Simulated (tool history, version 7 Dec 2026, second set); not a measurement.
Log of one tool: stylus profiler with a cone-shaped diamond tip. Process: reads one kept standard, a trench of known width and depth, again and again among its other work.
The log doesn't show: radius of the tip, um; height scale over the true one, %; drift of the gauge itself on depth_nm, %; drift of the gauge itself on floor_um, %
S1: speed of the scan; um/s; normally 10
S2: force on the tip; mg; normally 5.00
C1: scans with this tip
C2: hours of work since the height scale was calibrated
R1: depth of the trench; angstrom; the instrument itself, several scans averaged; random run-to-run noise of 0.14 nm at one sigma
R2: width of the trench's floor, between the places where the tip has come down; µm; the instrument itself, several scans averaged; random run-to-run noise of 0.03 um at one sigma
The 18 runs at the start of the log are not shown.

run 19 hour=510.0 | S1=5 S2=3.56 | C1=4230 C2=84 | R1=5048.1 R2=97.07
run 20 hour=533.7 | S1=2 S2=14.48 | C1=4351 C2=94 | R1=5122.8 R2=97.09
run 21 hour=568.8 | S1=2 S2=14.48 | C1=4531 C2=110 | R1=5125.0 R2=97.06
run 22 hour=592.9 | S1=2 S2=14.48 | C1=4655 C2=120 | R1=5125.5 R2=97.01
run 23 hour=609.3 | S1=4 S2=4.09 | C1=4739 C2=127 | R1=5054.2 R2=96.96
run 24 hour=628.5 | S1=6 S2=9.89 | C1=4837 C2=136 | R1=5096.6 R2=97.04
run 25 hour=646.4 | S1=9 S2=9.89 | C1=4929 C2=144 | R1=5096.3 R2=97.04
run 26 hour=672.9 | S1=9 S2=9.89 | C1=5064 C2=155 | R1=5097.7 R2=97.03
run 27 hour=705.2 | S1=3 S2=2.74 | C1=5230 C2=169 | R1=5043.5 R2=97.05
run 28 hour=725.5 | S1=6 S2=9.60 | C1=5334 C2=178 | R1=5095.4 R2=97.01
run 29 hour=751.8 | S1=6 S2=9.60 | C1=5469 C2=190 | R1=5095.0 R2=97.05
run 30 hour=773.7 | S1=6 S2=9.60 | C1=5581 C2=199 | R1=5095.8 R2=96.96
run 31 hour=809.1 | S1=35 S2=1.69 | C1=5762 C2=215 | R1=5033.0 R2=96.97

Predict the results of run 32:
run 32 hour=830.6 | S1=15 S2=2.91 | C1=5872 C2=224 | R1=? R2=?

Run 32 produced R1 5045.2 angstrom, R2 96.95 µm.
On a tool with no hidden condition, and with the same random variation, this run would have come out at R1 5041.3 angstrom, R2 97.31 µm.

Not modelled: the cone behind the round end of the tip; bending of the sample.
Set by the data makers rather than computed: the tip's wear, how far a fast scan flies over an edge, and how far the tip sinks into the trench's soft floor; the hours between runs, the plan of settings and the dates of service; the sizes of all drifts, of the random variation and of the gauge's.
